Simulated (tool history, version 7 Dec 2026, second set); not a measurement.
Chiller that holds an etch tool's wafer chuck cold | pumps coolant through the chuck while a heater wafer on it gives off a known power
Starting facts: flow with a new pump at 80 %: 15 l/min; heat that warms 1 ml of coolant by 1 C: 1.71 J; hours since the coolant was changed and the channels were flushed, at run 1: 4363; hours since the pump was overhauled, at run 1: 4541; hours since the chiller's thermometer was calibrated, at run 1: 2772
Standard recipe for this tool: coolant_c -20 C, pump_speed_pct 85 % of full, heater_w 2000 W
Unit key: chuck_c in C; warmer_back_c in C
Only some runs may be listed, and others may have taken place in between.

run    hour  coolant_c  pump_speed_pct  heater_w  hours since the coolant was changed and the channels were flushed  hours since the pump was overhauled  hours since the chiller's thermometer was calibrated  chuck_c  warmer_back_c
  1       0        -20              85      2000                                                               4363                                 4541                                                  2772      2.4           4.39
      105.3  -- chiller's thermometer calibrated
  2   105.3        -20              85      2000                                                               4467                                 4645                                                     0      2.1           4.44
  3   166.5        -20              85      2030                                                               4528                                 4707                                                    61      2.8           4.47
  4   239.8        -20              85      2030                                                               4602                                 4780                                                   134      2.5           4.45
  5     317        -20              85      2000                                                               4679                                 4857                                                   212      2.3           4.35
  6     377        -24              85      2000                                                               4739                                 4917                                                   272     -1.5           4.37
  7   471.1        -24              85      2000                                                               4833                                 5011                                                   366     -1.7           4.31
  8   579.9        -24              85      2000                                                               4942                                 5120                                                   475     -1.7           4.25
  9   664.3        -24              85      2000                                                               5026                                 5204                                                   559     -1.7            4.3
 10     766        -24              85      2000                                                               5128                                 5306                                                   661     -1.5           4.22
 11   811.9        -24              85      2000                                                               5174                                 5352                                                   707     -1.8           4.23
 12   879.1        -24              85      2000                                                               5241                                 5419                                                   774     -1.9           4.23
 13   979.8        -24              85      2000                                                               5342                                 5520                                                   874     -1.7            4.2
 14  1058.3        -24              85      2000                                                               5420                                 5598                                                   953     -1.9           4.16
 15  1108.9        -24              85      2000                                                               5471                                 5649                                                  1004     -1.8           4.18
 16  1185.4        -24              85      2000                                                               5547                                 5725                                                  1080     -1.8           4.12
 17  1284.2        -23              76      1706                                                               5646                                 5824                                                  1179       -2           3.91

Expected results for the next run?
 18  1373.9        -20              62      2303                                                               5736                                 5914                                                  1269        ?              ?

For run 18 the tool returned chuck_c 13.6 C, warmer_back_c 6.53 C.
With no hidden state in the tool, this same run would have given chuck_c 13.5 C, warmer_back_c 6.83 C.
